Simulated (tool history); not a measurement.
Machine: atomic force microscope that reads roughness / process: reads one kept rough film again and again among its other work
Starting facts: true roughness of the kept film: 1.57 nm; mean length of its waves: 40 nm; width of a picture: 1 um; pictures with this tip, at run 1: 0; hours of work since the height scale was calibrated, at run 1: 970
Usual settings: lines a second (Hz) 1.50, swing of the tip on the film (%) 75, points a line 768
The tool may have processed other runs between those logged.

run,hour,lines a second (Hz),swing of the tip on the film (%),points a line,pictures with this tip,hours of work since the height scale was calibrated,roughness of the kept film (nm (root mean square))
1,0.0,1.50,75,768,0,970,1.352
2,35.5,1.50,75,768,35,986,1.344
3,100.4,1.50,75,768,100,1015,1.329
4,138.1,1.50,75,374,137,1031,1.334
5,196.6,1.50,75,768,195,1057,1.316
6,255.7,1.50,75,638,254,1083,1.308
7,302.7,1.50,75,638,300,1104,1.309
8,352.8,1.50,75,638,350,1126,1.301
# hour 385.1: new tip fitted
9,409.8,1.50,75,638,24,1151,1.353
10,454.7,1.50,75,638,69,1171,1.347
11,523.5,1.50,75,638,137,1201,1.336
12,595.6,1.50,75,638,209,1233,1.325
13,625.2,1.50,75,638,238,1246,1.317
14,684.0,1.50,75,638,297,1272,1.314
15,738.5,1.50,75,768,351,1296,1.305
# hour 771.9: new tip fitted
16,779.8,1.50,75,768,8,1314,1.350
17,815.3,1.50,75,1007,43,1330,1.349
18,866.1,1.50,75,1007,94,1352,1.329
19,902.5,1.50,75,1007,130,1368,1.323
20,933.7,1.50,81,768,161,1382,1.263
21,988.1,0.75,75,768,215,1406,1.402
22,1018.4,1.50,75,851,245,1420,1.325
# hour 1025.3: height scale calibrated on a step standard
23,1068.4,1.50,75,851,294,19,1.319
24,1116.8,1.50,75,436,342,40,1.312
# hour 1160.0: new tip fitted
25,1167.2,1.50,75,436,7,62,1.353
# hour 1176.4: height scale calibrated on a step standard, once more
26,1237.4,1.50,75,436,76,27,1.345
27,1275.3,0.81,75,484,114,44,1.401
28,1332.4,1.50,79,565,170,69,1.303
29,1375.8,0.99,66,820,213,88,1.422
30,1447.7,0.99,66,820,285,120,1.404
31,1500.8,0.99,66,820,337,143,1.397
# hour 1547.2: new tip fitted
32,1549.5,1.32,75,427,2,165,1.377
33,1595.1,1.98,75,550,47,185,1.311
34,1642.3,1.50,72,768,94,206,1.371
35,1671.8,1.50,72,768,124,219,1.367
36,1712.9,1.50,72,768,164,237,1.360
37,1766.4,0.78,67,768,217,260,1.444
38,1837.3,2.05,80,349,288,292,1.202
39,1887.0,0.54,76,382,337,314,1.414
# hour 1934.4: new tip fitted
40,1936.5,2.27,76,716,2,335,1.261
41,1997.4,2.27,76,716,62,362,1.258
42,2048.4,1.02,61,799,113,385,1.451
43,2108.3,1.02,61,799,172,411,1.470
44,2151.6,1.02,61,799,215,430,1.449
45,2217.9,1.02,77,724,281,460,1.352
46,2264.5,1.42,63,536,328,480,1.386
47,2297.0,1.42,63,536,360,494,1.394
# hour 2324.3: new tip fitted
48,2343.7,1.42,60,683,20,515,1.458
49,2403.1,1.83,74,381,79,541,1.307
50,2447.9,0.60,67,462,123,561,1.448
51,2498.0,0.60,67,462,173,583,1.446
52,2545.9,0.60,81,362,220,604,1.391

Entry by entry between the runs, the difference in hidden state between the last listed run before and the first listed run after:
Between runs 8 and 9: new tip fitted (hour 385.1)
  radius of the tip, nm: 15.5 -> 5.8; height scale over the true one, %: -0.39 -> -0.4
  what was measured, less what the result would be without the hidden state, roughness of the kept film (nm (root mean square)): -0.058 -> -0.009
Between runs 15 and 16: new tip fitted (hour 771.9)
  radius of the tip, nm: 15.5 -> 5.6; height scale over the true one, %: -0.47 -> -0.48
  what was measured, less what the result would be without the hidden state, roughness of the kept film (nm (root mean square)): -0.058 -> -0.010
Between runs 22 and 23: height scale calibrated on a step standard (hour 1025.3)
  radius of the tip, nm: 12.4 -> 13.8; height scale over the true one, %: -0.53 -> -0.82
  what was measured, less what the result would be without the hidden state, roughness of the kept film (nm (root mean square)): -0.045 -> -0.055
Between runs 24 and 25: new tip fitted (hour 1160.0)
  radius of the tip, nm: 15.2 -> 5.6; height scale over the true one, %: -0.83 -> -0.84
  what was measured, less what the result would be without the hidden state, roughness of the kept film (nm (root mean square)): -0.062 -> -0.014
Between runs 25 and 26: height scale calibrated on a step standard, once more (hour 1176.4)
  radius of the tip, nm: 5.6 -> 7.9; height scale over the true one, %: -0.84 -> -0.04
  what was measured, less what the result would be without the hidden state, roughness of the kept film (nm (root mean square)): -0.014 -> -0.015
Between runs 31 and 32: new tip fitted (hour 1547.2)
  radius of the tip, nm: 15.9 -> 5.1; height scale over the true one, %: -0.09 -> -0.1
  what was measured, less what the result would be without the hidden state, roughness of the kept film (nm (root mean square)): -0.059 -> -0.002
Between runs 39 and 40: new tip fitted (hour 1934.4)
  radius of the tip, nm: 15.2 -> 5.1; height scale over the true one, %: -0.17 -> -0.18
  what was measured, less what the result would be without the hidden state, roughness of the kept film (nm (root mean square)): -0.057 -> -0.003
Between runs 47 and 48: new tip fitted (hour 2324.3)
  radius of the tip, nm: 15.8 -> 5.9; height scale over the true one, %: -0.25 -> -0.26
  what was measured, less what the result would be without the hidden state, roughness of the kept film (nm (root mean square)): -0.061 -> -0.009
